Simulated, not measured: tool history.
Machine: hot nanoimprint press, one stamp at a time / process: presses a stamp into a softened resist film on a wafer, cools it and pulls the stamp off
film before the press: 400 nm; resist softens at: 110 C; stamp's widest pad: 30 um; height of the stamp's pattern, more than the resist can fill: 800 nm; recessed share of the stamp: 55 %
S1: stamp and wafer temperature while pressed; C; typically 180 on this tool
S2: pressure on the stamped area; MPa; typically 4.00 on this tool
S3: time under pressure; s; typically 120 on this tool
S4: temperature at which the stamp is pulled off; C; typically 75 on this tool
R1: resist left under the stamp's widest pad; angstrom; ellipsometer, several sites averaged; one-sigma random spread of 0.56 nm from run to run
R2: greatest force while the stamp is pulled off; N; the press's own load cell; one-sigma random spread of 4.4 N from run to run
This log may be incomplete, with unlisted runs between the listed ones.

run 1 hour=0.0 | S1=180 S2=4.00 S3=120 S4=75 | R1=2230 R2=247
run 2 hour=33.3 | S1=180 S2=4.00 S3=120 S4=75 | R1=2229 R2=237
-- hour=52.5 plate thermocouple calibrated
run 3 hour=85.4 | S1=180 S2=4.00 S3=120 S4=75 | R1=2083 R2=256
run 4 hour=107.3 | S1=180 S2=4.00 S3=120 S4=75 | R1=2099 R2=265
run 5 hour=141.9 | S1=180 S2=4.00 S3=120 S4=80 | R1=2104 R2=253
run 6 hour=181.1 | S1=180 S2=4.00 S3=120 S4=75 | R1=2115 R2=293
run 7 hour=217.3 | S1=180 S2=4.00 S3=120 S4=75 | R1=2129 R2=297
-- hour=227.6 stamp cleaned and given a new release coat
run 8 hour=251.2 | S1=180 S2=4.00 S3=120 S4=60 | R1=2128 R2=283
run 9 hour=282.7 | S1=180 S2=4.00 S3=120 S4=60 | R1=2138 R2=305
run 10 hour=325.3 | S1=180 S2=4.00 S3=120 S4=60 | R1=2153 R2=320
run 11 hour=373.8 | S1=180 S2=4.00 S3=120 S4=75 | R1=2168 R2=258
-- hour=421.0 press's hydraulic seals changed and the load cell set to zero
run 12 hour=431.6 | S1=180 S2=4.00 S3=120 S4=75 | R1=2128 R2=265
run 13 hour=465.2 | S1=180 S2=4.00 S3=120 S4=75 | R1=2139 R2=273
run 14 hour=490.8 | S1=180 S2=4.00 S3=120 S4=75 | R1=2146 R2=291
run 15 hour=518.7 | S1=180 S2=4.00 S3=120 S4=75 | R1=2149 R2=289
-- hour=542.8 stamp cleaned and given a new release coat
run 16 hour=559.6 | S1=188 S2=4.00 S3=81 S4=75 | R1=1748 R2=219
run 17 hour=585.4 | S1=175 S2=4.17 S3=67 S4=66 | R1=2962 R2=266
run 18 hour=614.8 | S1=175 S2=4.17 S3=67 S4=66 | R1=2972 R2=286
-- hour=660.2 plate thermocouple calibrated
run 19 hour=667.6 | S1=168 S2=5.74 S3=168 S4=75 | R1=2658 R2=258
run 20 hour=715.4 | S1=174 S2=4.80 S3=82 S4=68 | R1=2737 R2=298

Expected results for the next run?
run 21 hour=753.0 | S1=191 S2=2.59 S3=90 S4=76 | R1=? R2=?

{"run 21": {"R1": 1878, "R2": 264}}
Minus the tool's unlogged condition, the same run would have read R1 1847 angstrom, R2 208 N.

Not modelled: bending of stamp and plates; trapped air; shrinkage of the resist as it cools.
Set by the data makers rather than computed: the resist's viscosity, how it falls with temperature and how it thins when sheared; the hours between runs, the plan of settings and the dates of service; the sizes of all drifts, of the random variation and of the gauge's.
